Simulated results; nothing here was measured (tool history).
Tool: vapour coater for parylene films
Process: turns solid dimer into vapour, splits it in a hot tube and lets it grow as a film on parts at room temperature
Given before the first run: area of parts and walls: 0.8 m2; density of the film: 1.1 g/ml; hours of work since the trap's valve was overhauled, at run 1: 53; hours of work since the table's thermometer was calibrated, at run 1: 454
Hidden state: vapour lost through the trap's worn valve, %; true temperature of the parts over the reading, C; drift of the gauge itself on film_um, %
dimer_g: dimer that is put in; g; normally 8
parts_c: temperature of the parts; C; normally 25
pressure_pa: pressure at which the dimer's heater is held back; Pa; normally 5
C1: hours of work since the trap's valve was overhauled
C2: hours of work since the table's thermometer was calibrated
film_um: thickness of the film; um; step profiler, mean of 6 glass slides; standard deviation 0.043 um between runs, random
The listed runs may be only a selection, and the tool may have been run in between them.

run 1 hour=0 | dimer_g=8 parts_c=25 pressure_pa=5 | C1=53 C2=454 | film_um=4.56
run 2 hour=50.3 | dimer_g=8 parts_c=25 pressure_pa=5 | C1=82 C2=484 | film_um=4.52
run 3 hour=78.3 | dimer_g=8 parts_c=18 pressure_pa=5 | C1=99 C2=500 | film_um=5.65
run 4 hour=109.1 | dimer_g=3 parts_c=25 pressure_pa=5 | C1=117 C2=518 | film_um=1.7
run 5 hour=138.6 | dimer_g=3 parts_c=25 pressure_pa=5 | C1=134 C2=535 | film_um=1.63
run 6 hour=170 | dimer_g=8 parts_c=25 pressure_pa=3.06 | C1=152 C2=553 | film_um=4.93
run 7 hour=223.1 | dimer_g=6 parts_c=17 pressure_pa=4.94 | C1=183 C2=584 | film_um=4.28
-- hour=260.9 trap's valve overhauled
run 8 hour=260.9 | dimer_g=8 parts_c=27 pressure_pa=9.74 | C1=0 C2=604 | film_um=3.81
run 9 hour=312.6 | dimer_g=6 parts_c=27 pressure_pa=9.74 | C1=30 C2=634 | film_um=2.86
run 10 hour=359.1 | dimer_g=9 parts_c=22 pressure_pa=9.74 | C1=57 C2=661 | film_um=4.89

How the hidden state differs across the entries between the runs, from the last listed run before each to the first after it:
From run 7 to run 8: trap's valve overhauled (hour 260.9)
  vapour lost through the trap's worn valve, %: 9.5 -> 0.2; true temperature of the parts over the reading, C: -0.26 -> -0.27
  measured minus no-state result, film_um: -0.41 -> +0.03 um
